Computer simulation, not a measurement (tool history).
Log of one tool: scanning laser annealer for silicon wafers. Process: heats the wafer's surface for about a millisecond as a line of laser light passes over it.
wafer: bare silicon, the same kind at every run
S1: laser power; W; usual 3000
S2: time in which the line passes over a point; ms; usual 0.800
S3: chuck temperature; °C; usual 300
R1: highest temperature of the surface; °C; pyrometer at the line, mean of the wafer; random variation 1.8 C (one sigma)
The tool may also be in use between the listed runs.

{"run": 1, "day": 0.0, "S1": 3000, "S2": 0.8, "S3": 300, "R1": 1020}
{"run": 2, "day": 1.171, "S1": 3000, "S2": 0.8, "S3": 300, "R1": 1017}
{"run": 3, "day": 2.129, "S1": 3000, "S2": 0.8, "S3": 300, "R1": 1021}
{"run": 4, "day": 2.775, "S1": 3000, "S2": 0.8, "S3": 300, "R1": 1018}
{"run": 5, "day": 3.45, "S1": 3000, "S2": 0.8, "S3": 300, "R1": 1017}
{"run": 6, "day": 4.546, "S1": 2915, "S2": 0.8, "S3": 300, "R1": 995}
{"run": 7, "day": 5.208, "S1": 2915, "S2": 0.8, "S3": 300, "R1": 998}
{"run": 8, "day": 5.983, "S1": 2915, "S2": 0.8, "S3": 300, "R1": 1000}
{"run": 9, "day": 6.55, "S1": 2915, "S2": 0.8, "S3": 300, "R1": 998}
{"run": 10, "day": 7.15, "S1": 3000, "S2": 0.649, "S3": 327, "R1": 962}
{"run": 11, "day": 7.942, "S1": 3000, "S2": 0.649, "S3": 327, "R1": 963}
{"run": 12, "day": 8.746, "S1": 3000, "S2": 0.781, "S3": 300, "R1": 1011}
{"run": 13, "day": 9.925, "S1": 3000, "S2": 0.781, "S3": 300, "R1": 1005}
{"run": 14, "day": 11.096, "S1": 3000, "S2": 0.781, "S3": 300, "R1": 1009}
{"run": 15, "day": 11.904, "S1": 2721, "S2": 0.633, "S3": 328, "R1": 893}
{"run": 16, "day": 12.729, "S1": 3000, "S2": 0.596, "S3": 314, "R1": 917}
{"run": 17, "day": 13.846, "S1": 3251, "S2": 0.935, "S3": 314, "R1": 1168}

Forecast each of these 4 alternatives for the next run:
{"run": "A", "day": 14.858, "S1": 2819, "S2": 0.614, "S3": 299, "R1": "?"}
{"run": "B", "day": 14.858, "S1": 2759, "S2": 0.695, "S3": 314, "R1": "?"}
{"run": "C", "day": 14.858, "S1": 2818, "S2": 0.98, "S3": 263, "R1": "?"}
{"run": "D", "day": 14.858, "S1": 2576, "S2": 0.743, "S3": 300, "R1": "?"}

run=A R1=873
run=B R1=919
run=C R1=1023
run=D R1=887
Without the tool's hidden state the same runs would have given:
run=A R1=873
run=B R1=920
run=C R1=1023
run=D R1=887
